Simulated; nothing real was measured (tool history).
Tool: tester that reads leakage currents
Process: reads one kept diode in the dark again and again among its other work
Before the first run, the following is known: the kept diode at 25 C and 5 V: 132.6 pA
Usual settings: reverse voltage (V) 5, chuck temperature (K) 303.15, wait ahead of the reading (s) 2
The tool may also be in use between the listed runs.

run    hour  reverse voltage (V)  chuck temperature (K)  wait ahead of the reading (s)  current that the tester gives (pA)
  1       0                    5                 303.15                              2                              192.01
  2    58.9                    5                 303.15                              2                              192.24
  3   104.1                    5                 303.15                              2                               191.6
  4   188.8                    5                 303.15                              2                              191.67
  5   270.9                    5                 303.15                              2                              191.26
  6   360.9                    5                 303.15                              2                              192.41
  7   438.6                    5                 303.15                           2.32                               191.8
  8   527.1                    5                 303.15                           2.32                              191.81
  9   564.7                    5                 303.15                              2                              191.69
 10   638.9                    5                 303.15                              2                              190.79
 11   723.6                    5                 312.15                              2                              356.55
 12   798.6                    5                 312.15                              2                              357.35
 13     844                    5                 312.15                              2                              359.18
 14   897.9                    5                 303.15                              2                              191.79
 15   970.9                    5                 303.15                              2                              191.29
 16  1061.5                    5                 303.15                              2                              191.32
 17  1128.6                    5                 303.15                              2                              190.98
 18  1201.8                    5                 303.15                              2                              192.28
 19  1266.8                 2.39                 332.15                            0.3                             1021.39
 20  1308.1                 2.39                 324.15                           1.72                              622.07
 21  1369.8                 2.39                 324.15                           1.72                              621.24
 22    1417                 2.39                 324.15                           1.72                              623.68
 23  1474.7                 1.02                 303.15                           0.56                              117.86
 24  1538.4                    5                 298.15                           1.95                              134.05
     1567.4  -- chuck's temperature calibrated
 25  1620.6                    5                 325.15                              1                              833.75
 26  1713.4                14.15                 330.15                              2                             1554.15
 27  1782.5                  6.4                 301.15                           0.55                               182.7
 28  1836.5                 3.38                 318.15                           0.41                              474.91
 29  1909.4                 3.38                 306.15                           0.41                              212.82
 30  1982.4                12.14                 311.15                           2.26                              439.58
 31  2020.8                 8.64                 302.15                           1.33                              212.58
 32  2107.4                    5                 303.15                           0.39                              193.72
 33    2196                15.11                 299.15                              2                              202.65
 34  2251.2                15.11                 299.15                              2                              202.66
 35  2324.3                  1.4                 306.15                              2                              160.18

Predict each of these 5 candidate next runs independently; none follows another, all start after run 35:
       2348  -- tester calibrated
  A  2405.9                 1.26                 301.15                           0.34                                   ?
       2348  -- tester calibrated
  B  2405.9                  1.4                 315.15                              2                                   ?
       2348  -- tester calibrated
  C  2405.9                 1.02                 303.15                           2.97                                   ?
       2348  -- tester calibrated
  D  2405.9                10.16                 332.15                           3.68                                   ?
       2348  -- tester calibrated
  E  2405.9                 2.57                 332.15                           0.64                                   ?

run  current that the tester gives (pA)
  A                              109.99
  B                              295.44
  C                              117.82
  D                             1584.23
  E                              1038.8
Without the tool's unlogged condition, the same runs would have read:
run  current that the tester gives (pA)
  A                              110.04
  B                              295.56
  C                              117.87
  D                             1584.77
  E                             1039.19

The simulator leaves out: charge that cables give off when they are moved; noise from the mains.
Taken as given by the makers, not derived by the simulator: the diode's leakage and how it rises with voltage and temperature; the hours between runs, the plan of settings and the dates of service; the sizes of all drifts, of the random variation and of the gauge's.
